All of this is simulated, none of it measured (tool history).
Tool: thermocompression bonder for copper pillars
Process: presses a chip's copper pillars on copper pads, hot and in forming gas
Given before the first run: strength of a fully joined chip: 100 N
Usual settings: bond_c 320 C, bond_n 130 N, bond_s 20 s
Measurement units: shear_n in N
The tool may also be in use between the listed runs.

run	hour	bond_c	bond_n	bond_s	shear_n
1	0.0	320	130	20	37.9
2	10.7	334	130	20	45.7
3	22.0	320	140	20	40.2
# hour 29.0: forming gas filter changed
4	29.2	320	140	20	40.1
5	35.2	320	108	20	31.3
6	46.5	320	108	20	31.7
7	60.6	320	108	31	36.9
8	72.7	320	130	40	48.8
9	82.4	320	130	40	48.6
10	90.3	320	130	40	49.4
11	101.2	320	130	40	48.8
12	110.6	320	130	40	49.8
13	118.9	320	130	52	54.6
14	128.4	320	130	52	53.0
15	134.6	320	164	48	61.5
16	146.7	304	130	14	25.4
17	159.2	322	182	14	46.8
18	172.7	322	112	14	28.7
19	180.6	314	130	26	39.1
20	188.0	308	143	34	43.2
21	199.5	308	92	34	27.3
22	207.4	309	155	20	38.6
23	217.7	309	155	20	38.8
24	230.5	309	155	20	38.6
25	242.0	309	155	20	38.4
26	248.3	309	155	20	39.1
27	258.0	309	155	20	39.3

Branching from run 27: 4 alternative next runs. What would each branch give?
A	270.7	346	93	28	?
B	270.7	325	155	30	?
C	270.7	309	113	20	?
D	270.7	334	130	20	?

run	shear_n
A	42.2
B	54.3
C	28.2
D	44.9
With the hidden condition removed and each run's random variation left untouched, the same runs would have given:
run	shear_n
A	42.1
B	54.1
C	28.1
D	44.8

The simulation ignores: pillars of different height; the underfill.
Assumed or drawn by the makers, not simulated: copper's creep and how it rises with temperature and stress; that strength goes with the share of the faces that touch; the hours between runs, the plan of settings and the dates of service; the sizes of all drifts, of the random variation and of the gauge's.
